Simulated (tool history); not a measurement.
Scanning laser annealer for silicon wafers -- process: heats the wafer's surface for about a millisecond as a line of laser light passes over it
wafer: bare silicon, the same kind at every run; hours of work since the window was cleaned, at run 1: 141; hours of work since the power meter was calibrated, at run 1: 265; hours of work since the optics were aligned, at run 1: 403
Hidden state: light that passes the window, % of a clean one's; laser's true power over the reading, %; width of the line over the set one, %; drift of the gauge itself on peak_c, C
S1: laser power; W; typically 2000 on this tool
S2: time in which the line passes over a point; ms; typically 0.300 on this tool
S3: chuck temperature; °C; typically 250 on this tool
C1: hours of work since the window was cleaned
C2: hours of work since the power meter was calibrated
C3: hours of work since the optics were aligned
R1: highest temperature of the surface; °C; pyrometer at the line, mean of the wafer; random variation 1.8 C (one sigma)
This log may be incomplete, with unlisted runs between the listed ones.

run 1 hour=0.0 | S1=2000 S2=0.300 S3=250 | C1=141 C2=265 C3=403 | R1=1060
run 2 hour=11.5 | S1=2000 S2=0.300 S3=250 | C1=147 C2=272 C3=410 | R1=1061
run 3 hour=23.8 | S1=2000 S2=0.300 S3=250 | C1=154 C2=279 C3=417 | R1=1059
run 4 hour=37.3 | S1=2000 S2=0.300 S3=250 | C1=162 C2=287 C3=425 | R1=1060
run 5 hour=47.9 | S1=1864 S2=0.300 S3=250 | C1=169 C2=293 C3=431 | R1=998
run 6 hour=58.2 | S1=1864 S2=0.300 S3=250 | C1=174 C2=299 C3=437 | R1=1001
run 7 hour=71.6 | S1=2000 S2=0.300 S3=250 | C1=182 C2=307 C3=445 | R1=1059
run 8 hour=78.0 | S1=2000 S2=0.300 S3=223 | C1=186 C2=311 C3=448 | R1=1030
run 9 hour=86.5 | S1=2000 S2=0.300 S3=223 | C1=191 C2=316 C3=453 | R1=1033
run 10 hour=98.6 | S1=2000 S2=0.300 S3=223 | C1=198 C2=323 C3=460 | R1=1026
run 11 hour=109.4 | S1=2000 S2=0.300 S3=223 | C1=204 C2=329 C3=467 | R1=1030
run 12 hour=121.1 | S1=1937 S2=0.300 S3=250 | C1=211 C2=336 C3=474 | R1=1029
run 13 hour=134.4 | S1=2155 S2=0.296 S3=288 | C1=219 C2=343 C3=481 | R1=1156
run 14 hour=143.9 | S1=2155 S2=0.308 S3=288 | C1=224 C2=349 C3=487 | R1=1179
run 15 hour=154.4 | S1=2000 S2=0.235 S3=226 | C1=230 C2=355 C3=493 | R1=924
run 16 hour=166.2 | S1=2170 S2=0.249 S3=274 | C1=237 C2=362 C3=500 | R1=1067
run 17 hour=179.4 | S1=2046 S2=0.249 S3=270 | C1=245 C2=370 C3=507 | R1=1007
run 18 hour=188.9 | S1=1771 S2=0.255 S3=287 | C1=250 C2=375 C3=513 | R1=921
run 19 hour=200.2 | S1=2177 S2=0.314 S3=221 | C1=257 C2=382 C3=519 | R1=1127
run 20 hour=212.0 | S1=1973 S2=0.267 S3=229 | C1=264 C2=388 C3=526 | R1=966
run 21 hour=225.2 | S1=2150 S2=0.225 S3=218 | C1=272 C2=396 C3=534 | R1=950
run 22 hour=237.8 | S1=2007 S2=0.290 S3=272 | C1=279 C2=403 C3=541 | R1=1063
run 23 hour=244.0 | S1=1923 S2=0.290 S3=264 | C1=282 C2=407 C3=545 | R1=1020

Forecast each of these 4 alternatives for the next run:
run A hour=256.5 | S1=1793 S2=0.247 S3=235 | C1=290 C2=414 C3=552 | R1=?
run B hour=256.5 | S1=1735 S2=0.269 S3=239 | C1=290 C2=414 C3=552 | R1=?
run C hour=256.5 | S1=1923 S2=0.347 S3=234 | C1=290 C2=414 C3=552 | R1=?
run D hour=256.5 | S1=2106 S2=0.282 S3=213 | C1=290 C2=414 C3=552 | R1=?

run=A R1=867
run=B R1=879
run=C R1=1070
run=D R1=1033
The same runs, with their run-to-run variation unchanged, on a tool lacking any hidden condition would have given:
run=A R1=887
run=B R1=899
run=C R1=1097
run=D R1=1059

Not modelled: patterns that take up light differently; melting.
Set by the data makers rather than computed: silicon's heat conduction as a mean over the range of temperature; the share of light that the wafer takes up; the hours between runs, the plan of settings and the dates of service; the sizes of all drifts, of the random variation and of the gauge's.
